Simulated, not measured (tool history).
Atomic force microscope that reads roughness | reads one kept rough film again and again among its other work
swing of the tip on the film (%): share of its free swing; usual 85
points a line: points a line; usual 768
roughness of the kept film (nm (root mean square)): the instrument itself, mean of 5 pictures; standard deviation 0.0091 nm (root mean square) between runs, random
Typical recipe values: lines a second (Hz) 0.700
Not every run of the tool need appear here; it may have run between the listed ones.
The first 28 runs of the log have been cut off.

run    hour  lines a second (Hz)  swing of the tip on the film (%)  points a line  pictures with this tip  hours of work since the height scale was calibrated  roughness of the kept film (nm (root mean square))
     1116.2  -- new tip fitted
 29  1124.2                1.284                                73            710                      18                                                  869                                               2.052
 30  1146.6                1.687                                73            710                      66                                                  884                                               1.987
 31  1190.1                3.069                                73            932                     160                                                  913                                               1.819
 32  1235.0                3.069                                73            932                     258                                                  943                                               1.807
     1256.9  -- new tip fitted
 33  1278.4                1.152                                73            573                      47                                                  971                                               2.067
 34  1310.7                1.581                                87            418                     117                                                  992                                               1.797
 35  1353.4                0.826                                60            796                     209                                                 1021                                               2.204
 36  1380.3                0.826                                60            796                     267                                                 1039                                               2.195
     1399.4  -- new tip fitted
 37  1410.0                0.575                                60            796                      23                                                 1058                                               2.238
 38  1454.9                1.535                                61            703                     120                                                 1088                                               2.150
 39  1479.3                1.535                                61            703                     173                                                 1104                                               2.131
 40  1512.0                3.382                                88            703                     244                                                 1126                                               1.435
     1540.8  -- new tip fitted
 41  1564.0                3.382                                88            703                      50                                                 1160                                               1.457
 42  1586.5                3.382                                88            703                      99                                                 1175                                               1.437
 43  1639.1                1.014                                84            773                     213                                                 1210                                               1.972
 44  1667.3                2.553                                85            281                     274                                                 1229                                               1.629

For run 45, what comes out?
     1682.7  -- new tip fitted
 45  1716.7                0.946                                85            990                      74                                                 1261                                                   ?

{"run 45": {"roughness of the kept film (nm (root mean square))": 1.986}}
The same run, on a tool lacking any hidden state, would have yielded roughness of the kept film (nm (root mean square)) 1.987.
